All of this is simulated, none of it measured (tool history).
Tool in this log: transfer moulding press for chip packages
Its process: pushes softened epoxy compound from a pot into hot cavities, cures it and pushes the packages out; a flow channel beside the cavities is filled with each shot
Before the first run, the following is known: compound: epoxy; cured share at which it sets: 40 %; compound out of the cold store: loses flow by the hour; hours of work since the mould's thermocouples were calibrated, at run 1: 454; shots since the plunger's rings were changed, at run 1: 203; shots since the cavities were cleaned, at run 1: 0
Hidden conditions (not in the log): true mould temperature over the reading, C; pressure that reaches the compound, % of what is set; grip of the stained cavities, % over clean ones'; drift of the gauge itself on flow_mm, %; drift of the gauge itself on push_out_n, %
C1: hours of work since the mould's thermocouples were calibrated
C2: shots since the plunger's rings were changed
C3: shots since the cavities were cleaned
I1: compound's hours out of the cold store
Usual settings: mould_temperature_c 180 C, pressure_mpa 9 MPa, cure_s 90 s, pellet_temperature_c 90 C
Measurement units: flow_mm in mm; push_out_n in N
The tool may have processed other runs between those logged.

run 1 hour=0 | mould_temperature_c=180 pressure_mpa=9 cure_s=90 pellet_temperature_c=90 | C1=454 C2=203 C3=0 | I1=15.5 | flow_mm=531 push_out_n=530
run 2 hour=24 | mould_temperature_c=180 pressure_mpa=9 cure_s=90 pellet_temperature_c=90 | C1=471 C2=564 C3=361 | I1=42.3 | flow_mm=500 push_out_n=691
-- hour=46.3 cavities cleaned with cleaning compound and waxed
run 3 hour=48 | mould_temperature_c=180 pressure_mpa=9 cure_s=90 pellet_temperature_c=90 | C1=487 C2=901 C3=25 | I1=10.5 | flow_mm=534 push_out_n=1092
run 4 hour=68.2 | mould_temperature_c=180 pressure_mpa=9 cure_s=90 pellet_temperature_c=90 | C1=501 C2=1204 C3=328 | I1=38.6 | flow_mm=499 push_out_n=1024
-- hour=92.8 cavities cleaned with cleaning compound and waxed
run 5 hour=105.9 | mould_temperature_c=180 pressure_mpa=9 cure_s=90 pellet_temperature_c=90 | C1=527 C2=1747 C3=197 | I1=40.1 | flow_mm=494 push_out_n=605
-- hour=116.6 mould's thermocouples calibrated
-- hour=141.8 cavities cleaned with cleaning compound and waxed
run 6 hour=145.7 | mould_temperature_c=180 pressure_mpa=9 cure_s=90 pellet_temperature_c=90 | C1=19 C2=2291 C3=58 | I1=23.8 | flow_mm=509 push_out_n=493
-- hour=165.6 cavities cleaned with cleaning compound and waxed, once more
-- hour=172.6 plunger's sealing rings changed
run 7 hour=185.5 | mould_temperature_c=180 pressure_mpa=9 cure_s=90 pellet_temperature_c=90 | C1=45 C2=193 C3=261 | I1=30.4 | flow_mm=508 push_out_n=652
-- hour=214.9 cavities cleaned with cleaning compound and waxed
run 8 hour=215 | mould_temperature_c=180 pressure_mpa=9 cure_s=90 pellet_temperature_c=90 | C1=65 C2=613 C3=1 | I1=24.4 | flow_mm=516 push_out_n=470
run 9 hour=234.2 | mould_temperature_c=180 pressure_mpa=9 cure_s=90 pellet_temperature_c=90 | C1=78 C2=902 C3=290 | I1=30.3 | flow_mm=505 push_out_n=649
run 10 hour=257.6 | mould_temperature_c=180 pressure_mpa=9 cure_s=90 pellet_temperature_c=90 | C1=95 C2=1253 C3=641 | I1=11.8 | flow_mm=527 push_out_n=793
-- hour=261 cavities cleaned with cleaning compound and waxed
run 11 hour=290.7 | mould_temperature_c=179 pressure_mpa=8.76 cure_s=109 pellet_temperature_c=99 | C1=117 C2=1726 C3=445 | I1=29.3 | flow_mm=502 push_out_n=518
-- hour=307.4 cavities cleaned with cleaning compound and waxed
run 12 hour=318.7 | mould_temperature_c=179 pressure_mpa=8.76 cure_s=109 pellet_temperature_c=99 | C1=136 C2=2124 C3=169 | I1=39.1 | flow_mm=491 push_out_n=409
run 13 hour=340.2 | mould_temperature_c=185 pressure_mpa=9.6 cure_s=95 pellet_temperature_c=85 | C1=151 C2=2446 C3=491 | I1=18.4 | flow_mm=525 push_out_n=518
-- hour=356.1 plunger's sealing rings changed
-- hour=357.6 cavities cleaned with cleaning compound and waxed
run 14 hour=359.8 | mould_temperature_c=185 pressure_mpa=9.6 cure_s=95 pellet_temperature_c=85 | C1=162 C2=32 C3=32 | I1=41.5 | flow_mm=506 push_out_n=353
run 15 hour=378.7 | mould_temperature_c=185 pressure_mpa=9.74 cure_s=94 pellet_temperature_c=86 | C1=175 C2=316 C3=316 | I1=44.9 | flow_mm=511 push_out_n=478
run 16 hour=397.7 | mould_temperature_c=180 pressure_mpa=7.26 cure_s=74 pellet_temperature_c=98 | C1=189 C2=601 C3=601 | I1=14.1 | flow_mm=472 push_out_n=1263
-- hour=404.3 cavities cleaned with cleaning compound and waxed
run 17 hour=432.5 | mould_temperature_c=180 pressure_mpa=7.26 cure_s=74 pellet_temperature_c=98 | C1=212 C2=1101 C3=424 | I1=46.8 | flow_mm=440 push_out_n=1077
-- hour=450.5 cavities cleaned with cleaning compound and waxed
run 18 hour=454.3 | mould_temperature_c=181 pressure_mpa=7.49 cure_s=90 pellet_temperature_c=98 | C1=226 C2=1406 C3=57 | I1=24.1 | flow_mm=466 push_out_n=493
run 19 hour=479.4 | mould_temperature_c=176 pressure_mpa=9.71 cure_s=78 pellet_temperature_c=99 | C1=244 C2=1781 C3=432 | I1=24.4 | flow_mm=535 push_out_n=1300
-- hour=498.3 cavities cleaned with cleaning compound and waxed
run 20 hour=508 | mould_temperature_c=175 pressure_mpa=8.34 cure_s=77 pellet_temperature_c=89 | C1=263 C2=2188 C3=146 | I1=13.8 | flow_mm=506 push_out_n=1254

Forecast each of these 3 alternatives for the next run:
-- hour=539.5 plunger's sealing rings changed
-- hour=546.8 cavities cleaned with cleaning compound and waxed
run A hour=546.9 | mould_temperature_c=173 pressure_mpa=8.34 cure_s=77 pellet_temperature_c=100 | C1=288 C2=87 C3=0 | I1=24.1 | flow_mm=? push_out_n=?
-- hour=539.5 plunger's sealing rings changed
-- hour=546.8 cavities cleaned with cleaning compound and waxed
run B hour=546.9 | mould_temperature_c=188 pressure_mpa=8.41 cure_s=77 pellet_temperature_c=90 | C1=288 C2=87 C3=0 | I1=34.4 | flow_mm=? push_out_n=?
-- hour=539.5 plunger's sealing rings changed
-- hour=546.8 cavities cleaned with cleaning compound and waxed
run C hour=546.9 | mould_temperature_c=174 pressure_mpa=8.34 cure_s=77 pellet_temperature_c=87 | C1=288 C2=87 C3=0 | I1=13.5 | flow_mm=? push_out_n=?

run=A flow_mm=507 push_out_n=1025
run=B flow_mm=480 push_out_n=410
run=C flow_mm=517 push_out_n=1087
Without the tool's unlogged condition, the same runs would have read:
run=A flow_mm=508 push_out_n=1003
run=B flow_mm=481 push_out_n=401
run=C flow_mm=518 push_out_n=1064
